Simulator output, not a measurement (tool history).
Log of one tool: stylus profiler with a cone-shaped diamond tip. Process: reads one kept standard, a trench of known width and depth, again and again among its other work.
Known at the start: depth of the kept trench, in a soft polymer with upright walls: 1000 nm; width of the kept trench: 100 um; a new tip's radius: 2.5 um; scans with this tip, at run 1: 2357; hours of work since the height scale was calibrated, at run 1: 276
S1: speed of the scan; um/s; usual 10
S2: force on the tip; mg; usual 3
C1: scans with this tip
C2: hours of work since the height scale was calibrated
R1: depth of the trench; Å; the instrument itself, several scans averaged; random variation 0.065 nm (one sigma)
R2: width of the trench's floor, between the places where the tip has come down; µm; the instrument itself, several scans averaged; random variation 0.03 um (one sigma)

run   hour  S1    S2    C1   C2       R1     R2
  1      0  10     3  2357  276  10083.6  95.76
  2   14.3  10     3  2432  285  10083.3   95.7
  3   26.9  10     3  2498  293  10083.9  95.73
  4   40.3  10  6.98  2568  301  10149.3  95.72
  5     59  10  6.98  2665  312  10149.9  95.69
  6     71  10  6.98  2728  320  10150.8  95.72
  7   82.4  37     3  2787  327  10083.3  95.61
  8   91.5  37  4.02  2835  332  10101.4  95.58
  9  105.3  37  4.02  2907  341  10102.3  95.59
 10  122.4  37  4.02  2996  351  10101.5  95.57
 11  133.6  37  4.02  3055  358  10100.3  95.59
 12  144.4  37  4.02  3111  365  10102.2  95.51
 13  156.2  37  4.02  3173  372  10100.9  95.49
 14  169.4  37  6.32  3242  380  10139.1  95.62
 15  177.7  10     3  3285  385  10082.3  95.65
     179.2  -- height scale calibrated on a step standard
 16  193.6  10  3.51  3366    9  10091.5  95.58
 17  202.1  10     3  3410   14  10081.2  95.62
     208.9  -- height scale calibrated on a step standard, once more
 18  220.7  10     3  3504    7  10091.7  95.59
 19  239.1  10     3  3600   18  10091.6  95.58
 20  248.2  10  8.47  3648   24    10178  95.56
 21  263.3  10     3  3727   33  10090.3  95.62
 22  277.3   3     3  3800   42    10091  95.58
 23  294.8  10  1.02  3891   53  10045.2  95.51
 24  312.1  13  3.15  3982   63  10092.9  95.56
 25  328.4  24  3.08  4067   73  10091.8  95.46
 26  344.7  24  3.08  4152   83    10091  95.52
 27  361.9  12  6.88  4241   94    10155   95.5
 28  378.9   4  6.88  4330  104  10155.4  95.53
 29  393.8   8  5.89  4408  113  10139.7  95.49
 30  404.3   4  1.99  4463  120  10068.3  95.51
 31    417   4   1.3  4529  127  10051.5  95.52
 32  435.8   2  8.63  4627  139  10178.2  95.54
 33  450.9   8  2.27  4706  148  10074.2  95.48
 34  466.1   8  2.27  4786  157  10073.3  95.45
 35  474.2   8  2.27  4828  162  10073.4  95.43
 36  489.2   8  2.27  4906  171  10074.2  95.45
 37  498.1   3  3.53  4953  177    10098  95.49
 38  509.5   3  3.53  5012  184  10098.1  95.45
 39  525.1   5  2.22  5094  193  10072.9  95.46
 40  537.1  15  3.92  5157  201  10105.8  95.41
 41  546.2   9   2.3  5204  206  10073.9  95.44
 42  561.9  19  2.88  5286  216  10086.1  95.38
 43  576.7   9  1.34  5363  225    10053  95.36
 44  585.5  39  1.07  5409  230  10042.8  95.19

Forecast each of these 5 alternatives for the next run:
  A  603.3  10  1.84  5502  241   ?   ?
  B  603.3  12  2.94  5502  241   ?   ?
  C  603.3  14   1.7  5502  241   ?   ?
  D  603.3   9  1.64  5502  241   ?   ?
  E  603.3   9  1.07  5502  241   ?   ?

run       R1     R2
  A  10063.6  95.36
  B  10087.6  95.37
  C  10058.9   95.4
  D  10059.2  95.36
  E  10044.5   95.4
Without the tool's hidden state the same runs would have given:
run       R1     R2
  A  10063.2  95.94
  B  10087.2  95.95
  C  10058.5  95.98
  D  10058.8  95.94
  E  10044.1  95.98

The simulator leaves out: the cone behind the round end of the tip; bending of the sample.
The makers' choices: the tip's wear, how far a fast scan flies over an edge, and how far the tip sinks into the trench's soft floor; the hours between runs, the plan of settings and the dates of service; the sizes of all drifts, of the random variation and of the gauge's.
